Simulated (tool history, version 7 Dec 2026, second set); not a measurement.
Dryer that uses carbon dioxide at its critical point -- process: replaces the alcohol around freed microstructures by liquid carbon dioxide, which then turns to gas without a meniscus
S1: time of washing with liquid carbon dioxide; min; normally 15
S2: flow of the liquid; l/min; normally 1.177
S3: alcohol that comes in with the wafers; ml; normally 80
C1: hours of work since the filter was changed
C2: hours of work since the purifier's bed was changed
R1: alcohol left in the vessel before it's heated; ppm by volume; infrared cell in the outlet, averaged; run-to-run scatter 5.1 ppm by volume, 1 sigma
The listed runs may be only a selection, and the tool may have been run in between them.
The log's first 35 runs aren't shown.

run    hour  S1     S2   S3   C1   C2    R1
 36   862.6  17  1.177  103  120   51    65
 37   883.4  13    0.8   80  130   61  1120
 38   901.7  16  1.177   80  140   71    86
 39   923.3   9    1.4   90  150   81   662
 40   945.3   9    1.4   90  161   92   660
 41   976.1  13   0.76   76  177  108  1361
 42  1005.1  18   1.41   81  191  122    51
 43  1031.7  12    1.4   60  205  136   142
 44  1051.9  10   1.06   60  215  146   905
 45  1067.8  13   1.39   85  223  154   155
 46  1086.9  11   1.39   25  232  163   132
 47    1112  17  1.177   27  245  176    68

Each row is a separate what-if for the run after 47, all from the same tool condition, not one after another. Results?
  A  1141.5  13  0.75  48  260  191   ?
  B  1141.5  15  1.87  80  260  191   ?
  C  1141.5  17  1.94  27  260  191   ?

run    R1
  A  1015
  B    51
  C    62
Take away the tool's hidden state, keep each run's random variation, and the runs would have read:
run   R1
  A  731
  B    0
  C    9
